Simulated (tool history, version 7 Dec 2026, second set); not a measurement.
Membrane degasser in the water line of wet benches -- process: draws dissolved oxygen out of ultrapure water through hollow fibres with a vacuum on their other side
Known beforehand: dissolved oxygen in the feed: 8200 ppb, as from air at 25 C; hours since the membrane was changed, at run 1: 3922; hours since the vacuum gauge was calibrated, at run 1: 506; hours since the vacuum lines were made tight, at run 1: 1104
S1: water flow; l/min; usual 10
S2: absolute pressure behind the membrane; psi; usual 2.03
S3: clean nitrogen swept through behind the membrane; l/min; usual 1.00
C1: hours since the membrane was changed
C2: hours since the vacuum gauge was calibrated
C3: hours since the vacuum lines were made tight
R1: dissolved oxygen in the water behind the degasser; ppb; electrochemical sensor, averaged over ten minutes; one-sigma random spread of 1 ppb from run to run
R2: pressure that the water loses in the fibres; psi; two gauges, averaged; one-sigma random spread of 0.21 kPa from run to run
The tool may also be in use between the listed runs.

Run 1, hour 0.0: usual settings; C1 3922; C2 506; C3 1104. Result: R1 256.3 ppb, R2 7.076 psi.
Run 2, hour 159.5: usual settings but S3 0.80 l/min; C1 4082; C2 666; C3 1264. Result: R1 312.8 ppb, R2 7.098 psi.
Run 3, hour 377.1: usual settings; C1 4300; C2 883; C3 1481. Result: R1 255.6 ppb, R2 7.166 psi.
Run 4, hour 487.9: usual settings; C1 4410; C2 994; C3 1592. Result: R1 257.8 ppb, R2 7.153 psi.
Run 5, hour 692.1: usual settings; C1 4614; C2 1198; C3 1796. Result: R1 257.3 ppb, R2 7.042 psi.
Run 6, hour 899.3: usual settings; C1 4822; C2 1406; C3 2003. Result: R1 258.5 ppb, R2 7.091 psi.
Run 7, hour 1037.1: usual settings but S1 9 l/min; C1 4960; C2 1543; C3 2141. Result: R1 234.6 ppb, R2 6.405 psi.
Run 8, hour 1246.9: usual settings but S1 9 l/min; C1 5169; C2 1753; C3 2351. Result: R1 236.3 ppb, R2 6.422 psi.
Run 9, hour 1423.2: usual settings but S1 7 l/min, S2 3.02 psi, S3 1.66 l/min; C1 5346; C2 1929; C3 2527. Result: R1 185.5 ppb, R2 4.979 psi.
Run 10, hour 1531.3: usual settings but S1 7 l/min, S2 3.12 psi, S3 0.70 l/min; C1 5454; C2 2038; C3 2635. Result: R1 423.1 ppb, R2 4.979 psi.
Run 11, hour 1625.3: usual settings but S1 7 l/min, S2 3.12 psi, S3 0.70 l/min; C1 5548; C2 2132; C3 2730. Result: R1 424.8 ppb, R2 5.018 psi.
At hour 1635.4: vacuum gauge calibrated.
Run 12, hour 1828.4: usual settings but S1 11 l/min, S2 3.12 psi, S3 2.73 l/min; C1 5750; C2 193; C3 2932. Result: R1 189.0 ppb, R2 7.936 psi.
Run 13, hour 1949.4: usual settings but S1 11 l/min, S2 3.12 psi, S3 2.73 l/min; C1 5871; C2 314; C3 3053. Result: R1 189.8 ppb, R2 7.909 psi.
At hour 2048.3: vacuum gauge calibrated, once more.
Run 14, hour 2070.6: usual settings but S1 15 l/min, S2 1.78 psi, S3 1.45 l/min; C1 5992; C2 22; C3 3174. Result: R1 231.5 ppb, R2 10.740 psi.
Run 15, hour 2165.6: usual settings but S1 15 l/min, S2 1.78 psi, S3 1.45 l/min; C1 6087; C2 117; C3 3269. Result: R1 232.5 ppb, R2 10.766 psi.
Run 16, hour 2341.3: usual settings but S1 15 l/min, S2 1.78 psi, S3 1.45 l/min; C1 6263; C2 293; C3 3445. Result: R1 231.8 ppb, R2 10.708 psi.

What would each run have given without the hidden state, its run-to-run variation left as it was?
Hidden state at play: membrane still open, %; true pressure behind the membrane over the reading, kPa; air that leaks in behind the membrane, l/min; drift of the gauge itself on oxygen_ppb, %; drift of the gauge itself on loss_of_pressure_kpa, %.
run     R1      R2
  1  253.4   6.944
  2  309.2   6.962
  3  252.0   7.023
  4  254.0   7.005
  5  253.1   6.891
  6  253.9   6.933
  7  230.1   6.257
  8  231.3   6.269
  9  181.7   4.854
 10  415.5   4.853
 11  416.9   4.891
 12  184.1   7.726
 13  184.8   7.696
 14  228.4  10.443
 15  229.1  10.464
 16  228.1  10.399
